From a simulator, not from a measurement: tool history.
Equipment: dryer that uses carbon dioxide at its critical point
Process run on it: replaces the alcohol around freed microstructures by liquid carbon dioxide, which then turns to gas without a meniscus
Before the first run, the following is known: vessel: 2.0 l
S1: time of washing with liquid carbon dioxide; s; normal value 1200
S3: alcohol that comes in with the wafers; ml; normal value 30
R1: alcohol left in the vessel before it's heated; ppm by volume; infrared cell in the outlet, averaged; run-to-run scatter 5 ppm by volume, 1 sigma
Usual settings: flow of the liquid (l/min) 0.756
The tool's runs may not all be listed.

run 1 hour=0.0 | S1=1200 flow_of_the_liquid_(l/min)=0.756 S3=30 | R1=70
run 2 hour=13.3 | S1=1200 flow_of_the_liquid_(l/min)=0.756 S3=30 | R1=67
run 3 hour=32.5 | S1=1860 flow_of_the_liquid_(l/min)=0.756 S3=30 | R1=39
run 4 hour=50.2 | S1=1860 flow_of_the_liquid_(l/min)=0.756 S3=30 | R1=31
run 5 hour=67.4 | S1=1860 flow_of_the_liquid_(l/min)=0.756 S3=30 | R1=31
run 6 hour=81.7 | S1=1860 flow_of_the_liquid_(l/min)=0.756 S3=30 | R1=44

Estimate the outcome of run 7 from the log above:
run 7 hour=101.4 | S1=1860 flow_of_the_liquid_(l/min)=0.756 S3=30 | R1=?

R1: 38 ppm by volume
On a tool with no hidden condition, and with the same random variation, this run would have come out at R1 6 ppm by volume.
